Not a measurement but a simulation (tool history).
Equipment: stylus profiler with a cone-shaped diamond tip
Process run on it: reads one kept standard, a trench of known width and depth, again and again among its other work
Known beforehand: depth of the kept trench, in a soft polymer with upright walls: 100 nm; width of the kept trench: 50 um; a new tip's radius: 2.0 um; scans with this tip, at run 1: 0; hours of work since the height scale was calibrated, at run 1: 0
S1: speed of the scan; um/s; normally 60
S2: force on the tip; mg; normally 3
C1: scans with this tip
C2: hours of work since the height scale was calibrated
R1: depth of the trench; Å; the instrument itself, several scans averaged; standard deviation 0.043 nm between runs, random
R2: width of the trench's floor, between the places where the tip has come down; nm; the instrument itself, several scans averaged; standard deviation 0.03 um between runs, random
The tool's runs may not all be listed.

{"run": 1, "hour": 0.0, "S1": 60, "S2": 3, "C1": 0, "C2": 0, "R1": 1006.2, "R2": 48640}
{"run": 2, "hour": 64.0, "S1": 60, "S2": 3, "C1": 571, "C2": 39, "R1": 1006.3, "R2": 48650}
{"run": 3, "hour": 141.7, "S1": 60, "S2": 3, "C1": 1264, "C2": 87, "R1": 1005.8, "R2": 48560}
{"run": 4, "hour": 247.8, "S1": 60, "S2": 3, "C1": 2211, "C2": 152, "R1": 1005.3, "R2": 48520}
{"run": 5, "hour": 312.9, "S1": 38, "S2": 3, "C1": 2791, "C2": 192, "R1": 1005.1, "R2": 48570}
{"run": 6, "hour": 426.3, "S1": 38, "S2": 3, "C1": 3804, "C2": 261, "R1": 1005.1, "R2": 48490}
{"run": 7, "hour": 483.1, "S1": 38, "S2": 3, "C1": 4310, "C2": 296, "R1": 1004, "R2": 48530}
{"run": 8, "hour": 577.0, "S1": 38, "S2": 3, "C1": 5148, "C2": 354, "R1": 1004, "R2": 48470}
{"run": 9, "hour": 651.5, "S1": 38, "S2": 3, "C1": 5813, "C2": 399, "R1": 1003.4, "R2": 48460}
{"run": 10, "hour": 718.7, "S1": 38, "S2": 3, "C1": 6413, "C2": 441, "R1": 1004.4, "R2": 48390}
{"run": 11, "hour": 785.4, "S1": 60, "S2": 3, "C1": 7008, "C2": 482, "R1": 1003.1, "R2": 48340}
{"run": 12, "hour": 853.2, "S1": 60, "S2": 3, "C1": 7613, "C2": 523, "R1": 1003, "R2": 48310}
{"hour": 861.1, "done": "height scale calibrated on a step standard"}
{"run": 13, "hour": 903.4, "S1": 60, "S2": 3, "C1": 8057, "C2": 26, "R1": 1001.9, "R2": 48320}
{"run": 14, "hour": 991.6, "S1": 60, "S2": 3, "C1": 8844, "C2": 80, "R1": 1002, "R2": 48300}
{"run": 15, "hour": 1081.1, "S1": 125, "S2": 3, "C1": 9642, "C2": 135, "R1": 1002.3, "R2": 48120}
{"run": 16, "hour": 1181.5, "S1": 19, "S2": 6.24, "C1": 10538, "C2": 196, "R1": 1005.4, "R2": 48310}
{"run": 17, "hour": 1233.5, "S1": 19, "S2": 6.24, "C1": 11003, "C2": 228, "R1": 1005.7, "R2": 48240}
{"hour": 1311.1, "done": "height scale calibrated on a step standard, once more"}
{"run": 18, "hour": 1340.3, "S1": 16, "S2": 2.4, "C1": 11951, "C2": 18, "R1": 1004.8, "R2": 48260}
{"run": 19, "hour": 1406.9, "S1": 89, "S2": 1.04, "C1": 12546, "C2": 59, "R1": 1002.6, "R2": 47940}
{"run": 20, "hour": 1498.0, "S1": 16, "S2": 3.95, "C1": 13358, "C2": 115, "R1": 1006.3, "R2": 48220}
{"run": 21, "hour": 1584.4, "S1": 16, "S2": 3.95, "C1": 14129, "C2": 168, "R1": 1006.6, "R2": 48150}
{"run": 22, "hour": 1668.8, "S1": 17, "S2": 4.96, "C1": 14882, "C2": 219, "R1": 1007, "R2": 48150}
{"run": 23, "hour": 1742.9, "S1": 17, "S2": 4.96, "C1": 15544, "C2": 265, "R1": 1007.2, "R2": 48110}
{"hour": 1808.5, "done": "new tip fitted, height scale calibrated"}
{"run": 24, "hour": 1812.4, "S1": 47, "S2": 3.46, "C1": 35, "C2": 2, "R1": 1007.7, "R2": 48660}
{"run": 25, "hour": 1886.4, "S1": 47, "S2": 3.46, "C1": 695, "C2": 48, "R1": 1007.2, "R2": 48620}
{"run": 26, "hour": 1941.4, "S1": 47, "S2": 3.46, "C1": 1186, "C2": 82, "R1": 1006.8, "R2": 48590}
{"run": 27, "hour": 2008.5, "S1": 217, "S2": 4, "C1": 1785, "C2": 123, "R1": 1007.5, "R2": 48270}

Take each entry between the runs: how does the hidden state at the last listed run before it differ from the hidden state at the first listed run after it?
Logged between run 12 and run 13: height scale calibrated on a step standard (hour 861.1)
  radius of the tip, um: 3.12 -> 3.19; height scale over the true one, %: -0.293 -> -0.397
  measured minus no-state result, R1: -3 -> -4 Å; R2: -320 -> -340 nm
Logged between run 17 and run 18: height scale calibrated on a step standard, once more (hour 1311.1)
  radius of the tip, um: 3.62 -> 3.76; height scale over the true one, %: -0.498 -> -0.09
  measured minus no-state result, R1: -5.1 -> -0.9 Å; R2: -440 -> -470 nm
Logged between run 23 and run 24: new tip fitted, height scale calibrated (hour 1808.5)
  radius of the tip, um: 4.3 -> 2.03; height scale over the true one, %: -0.214 -> 0.02
  measured minus no-state result, R1: -2.1 -> +0.3 Å; R2: -600 -> -10 nm
